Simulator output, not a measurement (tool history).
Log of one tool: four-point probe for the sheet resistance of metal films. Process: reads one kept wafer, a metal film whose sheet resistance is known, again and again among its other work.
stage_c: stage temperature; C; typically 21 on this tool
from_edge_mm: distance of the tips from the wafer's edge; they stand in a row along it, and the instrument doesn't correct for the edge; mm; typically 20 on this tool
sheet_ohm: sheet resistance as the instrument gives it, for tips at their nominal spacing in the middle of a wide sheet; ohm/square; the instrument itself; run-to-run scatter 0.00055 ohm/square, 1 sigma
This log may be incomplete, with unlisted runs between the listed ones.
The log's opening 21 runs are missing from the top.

run,day,stage_c,from_edge_mm,touches since the probe head was changed,hours of work since the stage's thermometer was calibrated,sheet_ohm
22,84.912,21,20,88259,1952,2.729407
23,88.158,32,20,90770,2004,2.698252
24,90.746,32,20,92773,2046,2.697946
# day 92.483: stage's thermometer calibrated
25,93.642,32,20,94999,19,2.691558
26,99.217,32,20,99318,108,2.689607
27,103.992,32,20,103012,185,2.689923
# day 107.925: new probe head fitted
28,108.183,32,20,202,251,2.742100
29,112.058,32,20,3200,313,2.740940
30,115.400,18,5,5788,367,2.866016
31,118.617,21,6,8278,419,2.828639
32,122.004,21,6,10900,473,2.828143
33,127.600,24,5,15234,563,2.845241
34,131.171,24,5,17999,620,2.844903
35,133.617,19,13,19891,659,2.780743
36,137.262,21,12,22714,718,2.776477
37,142.533,21,20,26795,802,2.763901
38,144.896,21,20,28624,840,2.764015
39,147.662,21,20,30767,884,2.763530
40,151.154,30,63,33468,940,2.732627
41,155.054,18,4,36489,1003,2.906181
42,159.567,23,3,39981,1075,2.988641

Estimate the outcome of run 43 from the log above:
43,161.967,23,3,41840,1114,?

Run 43 produced sheet_ohm 2.988514 ohm/square.
Were there no unlogged condition in the tool, this run, its random variation unchanged, would have produced sheet_ohm 2.998299 ohm/square.
